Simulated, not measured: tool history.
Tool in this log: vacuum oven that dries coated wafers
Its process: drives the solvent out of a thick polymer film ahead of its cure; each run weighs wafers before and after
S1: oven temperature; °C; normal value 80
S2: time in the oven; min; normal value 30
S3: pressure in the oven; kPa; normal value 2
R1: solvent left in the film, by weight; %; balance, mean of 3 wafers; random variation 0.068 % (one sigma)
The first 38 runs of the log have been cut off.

run	hour	S1	S2	S3	R1
39	580.4	93	18	4.68	6.26
40	591.3	80	22	1.89	7.36
41	604.7	80	41	7.14	11.62
42	615.2	92	30	3.35	3.88
43	628	91	30	3.72	4.41
44	646.7	68	30	2.37	10.96
45	656.6	76	24	4.22	11.15
46	674.6	78	20	7.16	14.87
47	684.7	80	54	2	3.84
48	703.2	80	54	2	4.07

Consider 3 possible next runs. They are alternatives, not a sequence: every one starts from the tool as it was left by run 48. What does each give?
A	717.4	80	30	2.5	?
B	717.4	80	48	2	?
C	717.4	80	54	1.63	?

run	R1
A	6.51
B	4.21
C	3.37
Without the tool's hidden state the same runs would have given:
run	R1
A	5.72
B	3.55
C	2.77
